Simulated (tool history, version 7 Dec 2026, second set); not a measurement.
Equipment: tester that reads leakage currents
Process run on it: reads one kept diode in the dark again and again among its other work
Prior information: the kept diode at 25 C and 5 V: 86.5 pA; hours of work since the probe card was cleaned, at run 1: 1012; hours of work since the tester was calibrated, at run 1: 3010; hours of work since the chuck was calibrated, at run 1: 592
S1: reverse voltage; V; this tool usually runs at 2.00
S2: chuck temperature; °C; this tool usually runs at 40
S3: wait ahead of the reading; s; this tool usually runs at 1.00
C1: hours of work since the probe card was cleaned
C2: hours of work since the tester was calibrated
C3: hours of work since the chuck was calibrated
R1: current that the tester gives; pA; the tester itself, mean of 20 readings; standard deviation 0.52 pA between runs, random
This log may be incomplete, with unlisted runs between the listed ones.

run 1 hour=0.0 | S1=2.00 S2=40 S3=1.00 | C1=1012 C2=3010 C3=592 | R1=167.64
run 2 hour=106.6 | S1=2.00 S2=40 S3=1.00 | C1=1081 C2=3079 C3=661 | R1=167.49
run 3 hour=187.1 | S1=2.00 S2=40 S3=1.00 | C1=1132 C2=3130 C3=712 | R1=165.62
run 4 hour=316.2 | S1=2.00 S2=40 S3=1.00 | C1=1215 C2=3213 C3=795 | R1=164.65
run 5 hour=405.0 | S1=5.48 S2=40 S3=1.00 | C1=1272 C2=3270 C3=852 | R1=293.40
run 6 hour=484.6 | S1=2.00 S2=40 S3=1.00 | C1=1323 C2=3321 C3=903 | R1=163.65
run 7 hour=568.9 | S1=2.00 S2=40 S3=1.00 | C1=1377 C2=3375 C3=957 | R1=163.87
run 8 hour=660.8 | S1=5.31 S2=40 S3=1.00 | C1=1436 C2=3434 C3=1016 | R1=285.93
run 9 hour=761.7 | S1=5.31 S2=40 S3=1.00 | C1=1501 C2=3499 C3=1081 | R1=284.01
run 10 hour=878.6 | S1=16.43 S2=40 S3=1.00 | C1=1576 C2=3574 C3=1156 | R1=549.56
run 11 hour=979.3 | S1=16.43 S2=40 S3=1.00 | C1=1640 C2=3638 C3=1220 | R1=542.54
-- hour=1040.9 probe card cleaned and baked
run 12 hour=1040.9 | S1=16.43 S2=40 S3=1.00 | C1=0 C2=3676 C3=1258 | R1=500.11
run 13 hour=1179.9 | S1=1.84 S2=26 S3=9.62 | C1=89 C2=3765 C3=1347 | R1=47.95
run 14 hour=1241.1 | S1=3.22 S2=24 S3=2.25 | C1=128 C2=3804 C3=1386 | R1=55.73
run 15 hour=1362.9 | S1=3.22 S2=24 S3=2.25 | C1=207 C2=3882 C3=1465 | R1=56.04
run 16 hour=1421.6 | S1=3.22 S2=24 S3=2.25 | C1=244 C2=3920 C3=1502 | R1=55.60
run 17 hour=1506.4 | S1=1.99 S2=29 S3=2.64 | C1=299 C2=3974 C3=1557 | R1=63.75
run 18 hour=1627.5 | S1=3.61 S2=44 S3=5.88 | C1=376 C2=4052 C3=1634 | R1=281.89
run 19 hour=1698.4 | S1=2.00 S2=22 S3=2.03 | C1=422 C2=4097 C3=1680 | R1=35.93
run 20 hour=1796.2 | S1=1.15 S2=53 S3=3.91 | C1=484 C2=4160 C3=1742 | R1=282.10
-- hour=1828.1 chuck's temperature calibrated
run 21 hour=1854.5 | S1=1.15 S2=53 S3=3.91 | C1=521 C2=4196 C3=17 | R1=333.60

Consider 3 possible next runs. They are alternatives, not a sequence: every one starts from the tool as it was left by run 21. What does each give?
run A hour=1965.6 | S1=2.00 S2=24 S3=1.00 | C1=592 C2=4268 C3=88 | R1=?
run B hour=1965.6 | S1=5.04 S2=39 S3=1.00 | C1=592 C2=4268 C3=88 | R1=?
run C hour=1965.6 | S1=1.94 S2=53 S3=3.23 | C1=592 C2=4268 C3=88 | R1=?

run=A R1=51.02
run=B R1=275.83
run=C R1=442.72
Without the tool's hidden state the same runs would have given:
run=A R1=48.44
run=B R1=267.38
run=C R1=435.03
